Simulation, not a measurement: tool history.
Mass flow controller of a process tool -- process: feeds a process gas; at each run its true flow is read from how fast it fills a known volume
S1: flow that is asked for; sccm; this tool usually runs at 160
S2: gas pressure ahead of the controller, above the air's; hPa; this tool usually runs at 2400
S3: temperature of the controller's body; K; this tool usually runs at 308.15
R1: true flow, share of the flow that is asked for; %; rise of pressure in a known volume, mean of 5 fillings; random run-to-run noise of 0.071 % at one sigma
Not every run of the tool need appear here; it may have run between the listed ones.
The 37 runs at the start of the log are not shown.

Run 38, hour 7659.3: usual settings but S1 30 sccm, S3 302.15 K. Result: R1 104.25 %.
Run 39, hour 7875.5: usual settings but S1 41 sccm, S2 1710 hPa, S3 303.15 K. Result: R1 103.01 %.
Run 40, hour 8027.8: usual settings but S1 85 sccm, S2 1920 hPa. Result: R1 102.20 %.
Run 41, hour 8180.6: usual settings but S1 85 sccm, S2 1920 hPa. Result: R1 102.34 %.
Run 42, hour 8343.4: usual settings but S1 39 sccm, S2 1770 hPa. Result: R1 103.58 %.
Run 43, hour 8541.0: usual settings but S1 39 sccm, S2 1770 hPa. Result: R1 103.68 %.
Run 44, hour 8830.2: usual settings but S1 46 sccm, S2 2260 hPa, S3 311.15 K. Result: R1 103.64 %.
Run 45, hour 9093.6: usual settings but S1 46 sccm, S2 2440 hPa, S3 299.15 K. Result: R1 103.13 %.
Run 46, hour 9367.1: usual settings but S1 46 sccm, S2 2440 hPa, S3 299.15 K. Result: R1 103.30 %.
Run 47, hour 9534.2: usual settings but S1 56 sccm, S2 1460 hPa, S3 297.15 K. Result: R1 102.28 %.

Alternative continuations, all from the tool just after run 47; predict every row:
Run A, hour 9779.5: usual settings but S1 147 sccm. Result: R1 ?.
Run B, hour 9779.5: usual settings but S1 28 sccm, S2 2760 hPa. Result: R1 ?.
Run C, hour 9779.5: usual settings but S1 105 sccm, S2 1540 hPa, S3 312.15 K. Result: R1 ?.
Run D, hour 9779.5: usual settings but S1 56 sccm, S2 1460 hPa, S3 296.15 K. Result: R1 ?.
Run E, hour 9779.5: usual settings but S1 45 sccm, S2 1990 hPa, S3 305.15 K. Result: R1 ?.

run      R1
  A  102.97
  B  106.24
  C  102.45
  D  102.34
  E  103.59
The same runs, with their run-to-run variation unchanged, on a tool lacking any hidden condition would have given:
run      R1
  A  100.12
  B   98.71
  C   99.17
  D   97.71
  E   98.25

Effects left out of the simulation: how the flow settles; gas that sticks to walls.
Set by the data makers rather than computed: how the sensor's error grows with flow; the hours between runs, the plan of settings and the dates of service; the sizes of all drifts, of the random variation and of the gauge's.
